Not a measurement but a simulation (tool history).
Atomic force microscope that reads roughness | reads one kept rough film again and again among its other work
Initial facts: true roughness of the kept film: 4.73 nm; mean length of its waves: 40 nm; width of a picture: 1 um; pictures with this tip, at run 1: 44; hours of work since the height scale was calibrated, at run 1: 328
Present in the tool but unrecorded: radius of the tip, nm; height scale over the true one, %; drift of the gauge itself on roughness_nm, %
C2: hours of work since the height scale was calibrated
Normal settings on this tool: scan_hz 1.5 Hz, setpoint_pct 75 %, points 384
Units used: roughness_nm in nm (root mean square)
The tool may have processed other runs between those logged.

run 1 hour=0 | scan_hz=1.5 setpoint_pct=75 points=384 | pictures_with_this_tip=44 C2=328 | roughness_nm=3.69
run 2 hour=25.7 | scan_hz=1.5 setpoint_pct=75 points=384 | pictures_with_this_tip=93 C2=344 | roughness_nm=3.437
-- hour=30.9 new tip fitted
run 3 hour=55.2 | scan_hz=1.5 setpoint_pct=75 points=384 | pictures_with_this_tip=47 C2=361 | roughness_nm=3.682
run 4 hour=77.7 | scan_hz=1.5 setpoint_pct=75 points=384 | pictures_with_this_tip=90 C2=375 | roughness_nm=3.405
-- hour=84.6 new tip fitted
run 5 hour=99 | scan_hz=1.5 setpoint_pct=75 points=384 | pictures_with_this_tip=27 C2=387 | roughness_nm=3.847
run 6 hour=113.1 | scan_hz=1.5 setpoint_pct=75 points=384 | pictures_with_this_tip=55 C2=396 | roughness_nm=3.643
run 7 hour=127.6 | scan_hz=1.5 setpoint_pct=75 points=267 | pictures_with_this_tip=83 C2=405 | roughness_nm=3.45
-- hour=138.8 new tip fitted
run 8 hour=141.2 | scan_hz=1.5 setpoint_pct=75 points=384 | pictures_with_this_tip=5 C2=413 | roughness_nm=3.926
run 9 hour=160.7 | scan_hz=1.5 setpoint_pct=75 points=384 | pictures_with_this_tip=42 C2=425 | roughness_nm=3.695
run 10 hour=173.1 | scan_hz=1.5 setpoint_pct=75 points=384 | pictures_with_this_tip=66 C2=432 | roughness_nm=3.564
-- hour=192.6 new tip fitted
run 11 hour=199.6 | scan_hz=1.5 setpoint_pct=75 points=384 | pictures_with_this_tip=13 C2=448 | roughness_nm=3.892
run 12 hour=228.6 | scan_hz=1.5 setpoint_pct=75 points=384 | pictures_with_this_tip=69 C2=465 | roughness_nm=3.511
run 13 hour=242.5 | scan_hz=1.5 setpoint_pct=72 points=384 | pictures_with_this_tip=96 C2=474 | roughness_nm=3.403
-- hour=247.1 new tip fitted
run 14 hour=269.4 | scan_hz=1.5 setpoint_pct=75 points=384 | pictures_with_this_tip=43 C2=490 | roughness_nm=3.693
-- hour=272.4 height scale calibrated on a step standard
run 15 hour=299.1 | scan_hz=1.5 setpoint_pct=75 points=384 | pictures_with_this_tip=98 C2=16 | roughness_nm=3.433
-- hour=302.9 new tip fitted
run 16 hour=312.7 | scan_hz=1.5 setpoint_pct=75 points=384 | pictures_with_this_tip=19 C2=24 | roughness_nm=3.879
run 17 hour=335.1 | scan_hz=1.5 setpoint_pct=75 points=384 | pictures_with_this_tip=62 C2=38 | roughness_nm=3.638
-- hour=339.4 height scale calibrated on a step standard, once more
run 18 hour=350.1 | scan_hz=1.5 setpoint_pct=75 points=384 | pictures_with_this_tip=90 C2=7 | roughness_nm=3.447
-- hour=359.1 new tip fitted
run 19 hour=363.9 | scan_hz=1.5 setpoint_pct=75 points=384 | pictures_with_this_tip=9 C2=15 | roughness_nm=3.953
run 20 hour=379.3 | scan_hz=1.5 setpoint_pct=75 points=384 | pictures_with_this_tip=39 C2=24 | roughness_nm=3.696
run 21 hour=397.3 | scan_hz=1.5 setpoint_pct=75 points=421 | pictures_with_this_tip=73 C2=35 | roughness_nm=3.502
-- hour=412.4 new tip fitted
run 22 hour=418.8 | scan_hz=1.5 setpoint_pct=75 points=421 | pictures_with_this_tip=12 C2=48 | roughness_nm=3.881
run 23 hour=441.3 | scan_hz=1.5 setpoint_pct=80 points=384 | pictures_with_this_tip=55 C2=61 | roughness_nm=3.538
run 24 hour=458.5 | scan_hz=1.5 setpoint_pct=80 points=384 | pictures_with_this_tip=88 C2=72 | roughness_nm=3.354
-- hour=467.7 new tip fitted
run 25 hour=483.2 | scan_hz=1.5 setpoint_pct=80 points=384 | pictures_with_this_tip=30 C2=86 | roughness_nm=3.707
run 26 hour=499.3 | scan_hz=1.5 setpoint_pct=80 points=384 | pictures_with_this_tip=61 C2=96 | roughness_nm=3.471
run 27 hour=513.6 | scan_hz=0.95 setpoint_pct=77 points=666 | pictures_with_this_tip=89 C2=105 | roughness_nm=3.471
-- hour=520.9 new tip fitted
run 28 hour=539.4 | scan_hz=0.57 setpoint_pct=75 points=384 | pictures_with_this_tip=35 C2=120 | roughness_nm=3.866
run 29 hour=562.3 | scan_hz=0.57 setpoint_pct=75 points=384 | pictures_with_this_tip=79 C2=134 | roughness_nm=3.579
-- hour=574.7 new tip fitted
run 30 hour=583.1 | scan_hz=0.57 setpoint_pct=75 points=384 | pictures_with_this_tip=16 C2=146 | roughness_nm=4.033
run 31 hour=610.7 | scan_hz=0.57 setpoint_pct=87 points=284 | pictures_with_this_tip=70 C2=163 | roughness_nm=3.559
-- hour=628.1 new tip fitted
run 32 hour=641.7 | scan_hz=1.94 setpoint_pct=66 points=786 | pictures_with_this_tip=26 C2=182 | roughness_nm=3.836
run 33 hour=664.4 | scan_hz=1.5 setpoint_pct=75 points=749 | pictures_with_this_tip=70 C2=195 | roughness_nm=3.532
run 34 hour=680.1 | scan_hz=1.32 setpoint_pct=65 points=740 | pictures_with_this_tip=100 C2=205 | roughness_nm=3.466
-- hour=681.8 new tip fitted
run 35 hour=694 | scan_hz=1.83 setpoint_pct=75 points=777 | pictures_with_this_tip=23 C2=213 | roughness_nm=3.774
run 36 hour=710 | scan_hz=1.83 setpoint_pct=75 points=777 | pictures_with_this_tip=54 C2=223 | roughness_nm=3.591
run 37 hour=725.1 | scan_hz=2.97 setpoint_pct=75 points=769 | pictures_with_this_tip=83 C2=232 | roughness_nm=3.25
-- hour=736.4 new tip fitted
run 38 hour=755.1 | scan_hz=2.03 setpoint_pct=88 points=815 | pictures_with_this_tip=36 C2=250 | roughness_nm=3.502
run 39 hour=771.8 | scan_hz=2.03 setpoint_pct=88 points=815 | pictures_with_this_tip=68 C2=260 | roughness_nm=3.309
run 40 hour=788.3 | scan_hz=2.03 setpoint_pct=88 points=815 | pictures_with_this_tip=100 C2=270 | roughness_nm=3.116
-- hour=791.6 new tip fitted
run 41 hour=816.8 | scan_hz=1.66 setpoint_pct=75 points=336 | pictures_with_this_tip=49 C2=287 | roughness_nm=3.588
run 42 hour=837.9 | scan_hz=2.32 setpoint_pct=60 points=615 | pictures_with_this_tip=89 C2=300 | roughness_nm=3.464
-- hour=844.8 new tip fitted
run 43 hour=856.5 | scan_hz=2.22 setpoint_pct=77 points=379 | pictures_with_this_tip=22 C2=311 | roughness_nm=3.682
run 44 hour=886.5 | scan_hz=2.11 setpoint_pct=68 points=384 | pictures_with_this_tip=80 C2=329 | roughness_nm=3.451
-- hour=900.2 new tip fitted
run 45 hour=913.8 | scan_hz=2.11 setpoint_pct=85 points=364 | pictures_with_this_tip=27 C2=345 | roughness_nm=3.536
run 46 hour=929.2 | scan_hz=1.5 setpoint_pct=73 points=384 | pictures_with_this_tip=56 C2=354 | roughness_nm=3.636
run 47 hour=943.1 | scan_hz=1.5 setpoint_pct=73 points=384 | pictures_with_this_tip=83 C2=363 | roughness_nm=3.457
-- hour=954.5 new tip fitted
run 48 hour=962.1 | scan_hz=1.5 setpoint_pct=73 points=384 | pictures_with_this_tip=15 C2=374 | roughness_nm=3.968
run 49 hour=978.5 | scan_hz=0.97 setpoint_pct=80 points=299 | pictures_with_this_tip=46 C2=384 | roughness_nm=3.707
run 50 hour=1004.3 | scan_hz=0.91 setpoint_pct=82 points=564 | pictures_with_this_tip=96 C2=400 | roughness_nm=3.418
-- hour=1009.7 new tip fitted
run 51 hour=1029.8 | scan_hz=3.12 setpoint_pct=85 points=564 | pictures_with_this_tip=38 C2=415 | roughness_nm=3.349

Take each entry between the runs: how does the hidden state at the last listed run before it differ from the hidden state at the first listed run after it?
Run 2 -> run 3: new tip fitted (hour 30.9)
  radius of the tip, nm: 26.5 -> 19.3; height scale over the true one, %: 0.48 -> 0.5
  the result without the hidden state subtracted from the measured one, roughness_nm: -0.573 -> -0.339 nm (root mean square)
Run 4 -> run 5: new tip fitted (hour 84.6)
  radius of the tip, nm: 27.6 -> 14.9; height scale over the true one, %: 0.52 -> 0.54
  the result without the hidden state subtracted from the measured one, roughness_nm: -0.605 -> -0.175 nm (root mean square)
Run 7 -> run 8: new tip fitted (hour 138.8)
  radius of the tip, nm: 25 -> 11.8; height scale over the true one, %: 0.57 -> 0.58
  the result without the hidden state subtracted from the measured one, roughness_nm: -0.517 -> -0.052 nm (root mean square)
Run 10 -> run 11: new tip fitted (hour 192.6)
  radius of the tip, nm: 22.6 -> 13.2; height scale over the true one, %: 0.6 -> 0.63
  the result without the hidden state subtracted from the measured one, roughness_nm: -0.447 -> -0.106 nm (root mean square)
Run 13 -> run 14: new tip fitted (hour 247.1)
  radius of the tip, nm: 28.9 -> 18.2; height scale over the true one, %: 0.66 -> 0.69
  the result without the hidden state subtracted from the measured one, roughness_nm: -0.645 -> -0.29 nm (root mean square)
Run 14 -> run 15: height scale calibrated on a step standard (hour 272.4)
  radius of the tip, nm: 18.2 -> 27.8; height scale over the true one, %: 0.69 -> 0.91
  the result without the hidden state subtracted from the measured one, roughness_nm: -0.29 -> -0.601 nm (root mean square)
Run 15 -> run 16: new tip fitted (hour 302.9)
  radius of the tip, nm: 27.8 -> 13.6; height scale over the true one, %: 0.91 -> 0.92
  the result without the hidden state subtracted from the measured one, roughness_nm: -0.601 -> -0.107 nm (root mean square)
Run 17 -> run 18: height scale calibrated on a step standard, once more (hour 339.4)
  radius of the tip, nm: 20.9 -> 25.4; height scale over the true one, %: 0.94 -> -0.01
  the result without the hidden state subtracted from the measured one, roughness_nm: -0.376 -> -0.556 nm (root mean square)
Run 18 -> run 19: new tip fitted (hour 359.1)
  radius of the tip, nm: 25.4 -> 11.7; height scale over the true one, %: -0.01 -> 0
  the result without the hidden state subtracted from the measured one, roughness_nm: -0.556 -> -0.069 nm (root mean square)
Run 21 -> run 22: new tip fitted (hour 412.4)
  radius of the tip, nm: 23.8 -> 12.2; height scale over the true one, %: 0.03 -> 0.04
  the result without the hidden state subtracted from the measured one, roughness_nm: -0.506 -> -0.089 nm (root mean square)
Run 24 -> run 25: new tip fitted (hour 467.7)
  radius of the tip, nm: 27.5 -> 15.9; height scale over the true one, %: 0.08 -> 0.1
  the result without the hidden state subtracted from the measured one, roughness_nm: -0.611 -> -0.226 nm (root mean square)
Run 27 -> run 28: new tip fitted (hour 520.9)
  radius of the tip, nm: 27 -> 16.8; height scale over the true one, %: 0.13 -> 0.15
  the result without the hidden state subtracted from the measured one, roughness_nm: -0.611 -> -0.269 nm (root mean square)
Run 29 -> run 30: new tip fitted (hour 574.7)
  radius of the tip, nm: 25.2 -> 13.2; height scale over the true one, %: 0.17 -> 0.18
  the result without the hidden state subtracted from the measured one, roughness_nm: -0.562 -> -0.127 nm (root mean square)
Run 31 -> run 32: new tip fitted (hour 628.1)
  radius of the tip, nm: 22.5 -> 15.5; height scale over the true one, %: 0.21 -> 0.23
  the result without the hidden state subtracted from the measured one, roughness_nm: -0.455 -> -0.212 nm (root mean square)
Run 34 -> run 35: new tip fitted (hour 681.8)
  radius of the tip, nm: 28.4 -> 15.2; height scale over the true one, %: 0.26 -> 0.27
  the result without the hidden state subtracted from the measured one, roughness_nm: -0.655 -> -0.193 nm (root mean square)
Run 37 -> run 38: new tip fitted (hour 736.4)
  radius of the tip, nm: 26.4 -> 16.4; height scale over the true one, %: 0.3 -> 0.33
  the result without the hidden state subtracted from the measured one, roughness_nm: -0.545 -> -0.221 nm (root mean square)
Run 40 -> run 41: new tip fitted (hour 791.6)
  radius of the tip, nm: 28.3 -> 20.3; height scale over the true one, %: 0.35 -> 0.38
  the result without the hidden state subtracted from the measured one, roughness_nm: -0.582 -> -0.37 nm (root mean square)
Run 42 -> run 43: new tip fitted (hour 844.8)
  radius of the tip, nm: 27.8 -> 15; height scale over the true one, %: 0.4 -> 0.41
  the result without the hidden state subtracted from the measured one, roughness_nm: -0.626 -> -0.174 nm (root mean square)
Run 44 -> run 45: new tip fitted (hour 900.2)
  radius of the tip, nm: 26 -> 15.9; height scale over the true one, %: 0.44 -> 0.46
  the result without the hidden state subtracted from the measured one, roughness_nm: -0.558 -> -0.199 nm (root mean square)
Run 47 -> run 48: new tip fitted (hour 954.5)
  radius of the tip, nm: 25.5 -> 12.8; height scale over the true one, %: 0.49 -> 0.5
  the result without the hidden state subtracted from the measured one, roughness_nm: -0.542 -> -0.095 nm (root mean square)
Run 50 -> run 51: new tip fitted (hour 1009.7)
  radius of the tip, nm: 27.6 -> 16.8; height scale over the true one, %: 0.54 -> 0.56
  the result without the hidden state subtracted from the measured one, roughness_nm: -0.606 -> -0.216 nm (root mean square)
